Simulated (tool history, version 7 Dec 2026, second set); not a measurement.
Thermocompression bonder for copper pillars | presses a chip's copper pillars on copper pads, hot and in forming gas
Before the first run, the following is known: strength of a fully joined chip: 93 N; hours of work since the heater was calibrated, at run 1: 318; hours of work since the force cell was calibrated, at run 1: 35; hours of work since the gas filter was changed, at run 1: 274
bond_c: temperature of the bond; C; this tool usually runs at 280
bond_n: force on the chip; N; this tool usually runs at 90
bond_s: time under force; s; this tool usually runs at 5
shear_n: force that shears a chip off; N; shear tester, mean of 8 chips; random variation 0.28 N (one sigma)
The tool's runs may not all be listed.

run    hour  bond_c  bond_n  bond_s  hours of work since the heater was calibrated  hours of work since the force cell was calibrated  hours of work since the gas filter was changed  shear_n
  1     0.0     280      90       5                                            318                                                 35                                             274     51.0
  2    32.3     280      90       5                                            341                                                 57                                             296     51.2
       59.3  -- forming gas filter changed
  3    88.6     280      90       5                                            379                                                 96                                              20     52.7
  4   129.9     280      90       5                                            408                                                124                                              49     52.2
  5   159.2     280      90       5                                            428                                                145                                              69     52.7
  6   219.6     280      90       5                                            470                                                187                                             111     51.9
  7   250.9     280      90       5                                            492                                                208                                             133     52.1
  8   305.7     280      90       5                                            530                                                246                                             171     51.2
      339.5  -- heater calibrated with a thermocouple chip
  9   362.2     280      90       5                                             16                                                284                                             209     54.4
 10   417.2     280      90       5                                             54                                                322                                             247     53.5
 11   468.3     280      90       5                                             89                                                358                                             282     53.7
      511.2  -- forming gas filter changed
 12   520.5     280      90       5                                            125                                                394                                               6     55.2
 13   567.3     280      90       5                                            158                                                426                                              39     54.8
 14   620.5     295      72      11                                            195                                                463                                              76     67.7
 15   654.9     295      72       3                                            218                                                487                                             100     46.4
 16   681.1     258     105       3                                            237                                                505                                             118     38.3
 17   740.5     258     105       3                                            278                                                546                                             159     37.9
 18   773.0     255      85       3                                            300                                                569                                             181     30.6
 19   800.5     274      56       6                                            319                                                588                                             201     36.7
 20   861.7     274      89      10                                            362                                                630                                             243     60.5
 21   898.5     252      89      11                                            387                                                656                                             269     47.9
 22   933.7     261      88       7                                            412                                                680                                             293     45.7
      964.1  -- forming gas filter changed
 23   986.1     264      60       5                                            448                                                716                                              15     31.4
 24  1039.4     264      60       5                                            485                                                753                                              52     31.3

Forecast run 25:
 25  1079.7     264      60       5                                            513                                                781                                              80        ?

Logged for run 25: shear_n 31.5 N.
Without the tool's hidden state the same run would have given shear_n 31.8 N.
